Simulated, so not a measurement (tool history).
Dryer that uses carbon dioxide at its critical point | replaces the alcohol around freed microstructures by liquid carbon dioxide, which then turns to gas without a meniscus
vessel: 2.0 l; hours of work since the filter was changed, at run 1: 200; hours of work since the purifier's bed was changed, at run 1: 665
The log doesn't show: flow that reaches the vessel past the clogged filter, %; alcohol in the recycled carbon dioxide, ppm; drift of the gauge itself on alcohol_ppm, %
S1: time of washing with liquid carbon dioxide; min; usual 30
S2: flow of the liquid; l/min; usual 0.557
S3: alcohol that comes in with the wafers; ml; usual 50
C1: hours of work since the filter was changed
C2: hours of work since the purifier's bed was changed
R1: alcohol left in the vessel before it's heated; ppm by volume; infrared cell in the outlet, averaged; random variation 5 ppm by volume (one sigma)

| run | hour | S1 | S2 | S3 | C1 | C2 | R1 |
|---|---|---|---|---|---|---|---|
| 1 | 0 | 30 | 0.557 | 50 | 200 | 665 | 148 |
| 2 | 31.8 | 30 | 0.557 | 50 | 217 | 682 | 146 |
|  | 38.3 | inlet filter changed |
| 3 | 60.5 | 28 | 0.557 | 50 | 12 | 697 | 136 |
| 4 | 84.2 | 28 | 0.557 | 50 | 25 | 710 | 137 |
| 5 | 108.7 | 28 | 0.557 | 50 | 39 | 724 | 138 |
| 6 | 124.5 | 28 | 0.557 | 50 | 47 | 732 | 141 |
| 7 | 152.4 | 28 | 0.557 | 50 | 63 | 748 | 154 |
| 8 | 182.7 | 28 | 0.557 | 50 | 79 | 764 | 153 |
| 9 | 208.2 | 28 | 0.557 | 50 | 93 | 778 | 156 |
| 10 | 238.7 | 28 | 0.557 | 50 | 110 | 795 | 163 |
| 11 | 272.9 | 30 | 0.656 | 23 | 129 | 814 | 112 |
| 12 | 287.3 | 35 | 0.656 | 76 | 136 | 822 | 106 |
| 13 | 317.5 | 35 | 0.656 | 76 | 153 | 838 | 119 |
| 14 | 339 | 35 | 0.656 | 76 | 165 | 850 | 122 |
| 15 | 370.6 | 26 | 0.616 | 50 | 182 | 867 | 190 |
| 16 | 396.3 | 21 | 0.691 | 24 | 196 | 881 | 176 |

How the hidden state differs across the entries between the runs, from the last listed run before each to the first after it:
Between runs 2 and 3: inlet filter changed (hour 38.3)
  flow that reaches the vessel past the clogged filter, %: 86.2 -> 98.5; alcohol in the recycled carbon dioxide, ppm: 83 -> 84.6
  measured less the result without the state, R1: +122 -> +84 ppm by volume
